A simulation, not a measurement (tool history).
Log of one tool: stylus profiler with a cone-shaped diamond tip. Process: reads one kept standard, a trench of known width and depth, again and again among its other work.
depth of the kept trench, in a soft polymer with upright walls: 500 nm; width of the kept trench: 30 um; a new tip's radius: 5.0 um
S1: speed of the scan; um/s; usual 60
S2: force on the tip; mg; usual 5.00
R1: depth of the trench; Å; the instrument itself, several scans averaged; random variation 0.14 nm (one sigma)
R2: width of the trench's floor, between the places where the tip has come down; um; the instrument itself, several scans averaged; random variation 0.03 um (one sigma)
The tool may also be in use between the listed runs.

run,day,S1,S2,R1,R2
1,0.000,60,5.00,5145.6,24.42
2,1.233,60,5.00,5144.9,24.39
3,2.533,60,5.00,5148.1,24.32
4,3.796,18,5.00,5147.7,24.35
5,4.733,60,2.48,5094.6,24.05
6,5.679,60,2.48,5095.2,24.05
7,6.875,60,6.03,5169.9,24.17
8,7.654,39,6.03,5167.9,24.25
9,8.742,39,6.03,5168.5,24.08
10,10.012,39,6.03,5170.1,24.11
11,10.808,60,5.00,5149.6,23.96
12,11.388,60,5.00,5148.3,23.91
13,12.279,100,4.11,5133.6,23.69
14,13.179,100,4.11,5135.9,23.65
15,14.067,100,4.11,5137.5,23.58
16,14.950,178,5.07,5155.6,23.31
17,15.625,92,2.20,5090.1,23.36
18,16.496,183,3.97,5129.5,23.04
19,17.142,224,5.18,5157.7,22.97
20,18.046,37,4.87,5151.8,23.79
21,19.288,37,4.87,5152.3,23.66
22,20.217,60,3.24,5119.0,23.47
23,20.954,60,3.24,5119.4,23.46

Forecast each of these 5 alternatives for the next run:
A,22.092,25,14.12,?,?
B,22.092,197,7.11,?,?
C,22.092,22,4.55,?,?
D,22.092,19,1.84,?,?
E,22.092,60,6.73,?,?

run,R1,R2
A,5295.9,23.67
B,5191.9,23.01
C,5147.9,23.65
D,5086.2,23.58
E,5187.7,23.53
Without the tool's hidden state the same runs would have given:
run,R1,R2
A,5280.6,25.56
B,5177.0,24.90
C,5133.0,25.54
D,5071.5,25.47
E,5172.8,25.42
